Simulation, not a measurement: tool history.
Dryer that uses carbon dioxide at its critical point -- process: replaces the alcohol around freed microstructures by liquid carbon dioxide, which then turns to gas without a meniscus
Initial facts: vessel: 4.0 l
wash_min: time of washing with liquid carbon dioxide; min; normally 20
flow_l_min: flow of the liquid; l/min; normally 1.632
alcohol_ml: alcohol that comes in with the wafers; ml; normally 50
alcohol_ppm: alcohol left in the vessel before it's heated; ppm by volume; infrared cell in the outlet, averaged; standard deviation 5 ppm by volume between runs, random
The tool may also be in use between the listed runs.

run	day	wash_min	flow_l_min	alcohol_ml	alcohol_ppm
1	0	20	1.632	50	112
2	1.083	20	1.632	50	111
3	2.283	20	1.632	50	116
4	3.154	19	1.632	50	150
5	3.679	19	1.632	50	142
6	4.462	19	1.632	50	143
7	5.542	28	1.632	50	100
8	6.088	28	1.632	50	88
9	6.742	28	1.632	50	94
10	7.417	20	1.632	50	133
11	8.508	14	1.12	50	977
# day 9.258: inlet filter changed
12	9.4	16	1.12	59	552
13	10.517	17	1.26	59	348
14	11.604	17	1.26	59	366
15	12.55	15	1.26	59	515
16	13.317	13	1.02	28	675
17	14.521	13	2.32	46	177
18	15.512	15	2.26	52	140
19	16.279	12	2.48	108	271
20	17.392	17	1.632	50	217

Some steps in alcohol_ppm, run to run, broken into two amounts with sign: the step expected even without the hidden condition (settings, incoming material, random variation), and the rest, left for the hidden condition together with whatever gauge scatter is not in both the measured and the hidden-condition-free result:
Unlogged tool condition in this case: flow that reaches the vessel past the clogged filter, %; alcohol in the recycled carbon dioxide, ppm; drift of the gauge itself on alcohol_ppm, %.
Run 10 -> 11: wash_min 20 -> 14, flow_l_min 1.632 -> 1.12. alcohol_ppm +844 ppm by volume: hidden state +270, all else +574.
Run 11 -> 12: wash_min 14 -> 16, alcohol_ml 50 -> 59, inlet filter changed. alcohol_ppm -425 ppm by volume: hidden state -277, all else -148.
Run 16 -> 17: flow_l_min 1.02 -> 2.32, alcohol_ml 28 -> 46. alcohol_ppm -498 ppm by volume: hidden state -38, all else -460.
